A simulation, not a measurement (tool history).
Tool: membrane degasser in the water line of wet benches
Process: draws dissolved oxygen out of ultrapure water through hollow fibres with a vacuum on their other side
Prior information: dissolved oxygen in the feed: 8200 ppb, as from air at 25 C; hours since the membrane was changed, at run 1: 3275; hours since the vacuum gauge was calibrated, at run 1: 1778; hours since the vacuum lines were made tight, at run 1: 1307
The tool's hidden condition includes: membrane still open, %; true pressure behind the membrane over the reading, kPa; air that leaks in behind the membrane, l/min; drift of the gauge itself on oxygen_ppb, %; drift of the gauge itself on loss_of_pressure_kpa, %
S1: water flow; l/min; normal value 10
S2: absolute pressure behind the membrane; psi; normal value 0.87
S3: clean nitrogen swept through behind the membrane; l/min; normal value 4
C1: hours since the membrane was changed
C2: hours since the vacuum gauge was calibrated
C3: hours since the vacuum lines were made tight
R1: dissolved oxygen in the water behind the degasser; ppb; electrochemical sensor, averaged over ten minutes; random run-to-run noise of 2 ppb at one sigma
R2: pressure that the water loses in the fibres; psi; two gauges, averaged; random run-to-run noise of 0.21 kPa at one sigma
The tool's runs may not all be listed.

run,hour,S1,S2,S3,C1,C2,C3,R1,R2
1,0,10,0.87,4,3275,1778,1307,210.3,7.941
2,74.8,10,0.87,4,3350,1853,1382,209.2,7.928
3,180.7,10,0.87,4,3456,1959,1488,211.4,7.964
4,276.8,10,0.87,4,3552,2055,1584,213.1,7.955
5,349.5,10,0.87,4,3625,2128,1657,211,7.905
6,416.6,10,0.87,6.8,3692,2195,1724,204.7,7.925
7,491.3,10,0.87,4,3767,2270,1799,210.7,7.928
8,553.9,10,0.87,4,3829,2332,1861,214,7.896
9,643,10,0.87,4,3918,2421,1950,213.9,7.925
10,716.3,10,0.87,4,3992,2495,2024,214.7,7.948
11,775.6,10,0.87,4,4051,2554,2083,217.6,7.981
12,862.2,10,0.87,4,4138,2641,2170,211,7.987
13,961.3,10,0.87,4,4237,2740,2269,218.2,7.971
14,1006.1,10,0.87,4,4282,2784,2313,215.1,7.994
15,1096.1,12,0.628,7.7,4372,2874,2403,316.8,9.612
# hour 1102.2: vacuum gauge calibrated
16,1146,14,1.349,1.68,4421,44,2453,578.1,11.214
17,1217.7,14,1.349,1.68,4493,116,2525,580.4,11.13
18,1285.4,12,1.569,7.64,4560,183,2592,358.4,9.599
19,1376.1,10,0.618,4,4651,274,2683,206.4,8.008
# hour 1396.4: vacuum gauge calibrated, once more
20,1475.8,10,0.618,4,4750,79,2782,208.2,8.039
21,1523.6,10,0.634,4,4798,127,2830,209,7.947
22,1584.3,10,1.288,6.36,4859,188,2891,223.4,7.997
23,1655.3,10,1.288,6.36,4930,259,2962,219.4,7.984

What does the tool deliver on the next run?
24,1760.7,10,1.42,4,5035,364,3067,?,?

R1: 237.4 ppb
R2: 8.032 psi
The same run, on a tool lacking any hidden state, would have yielded R1 213.3 ppb, R2 7.783 psi.
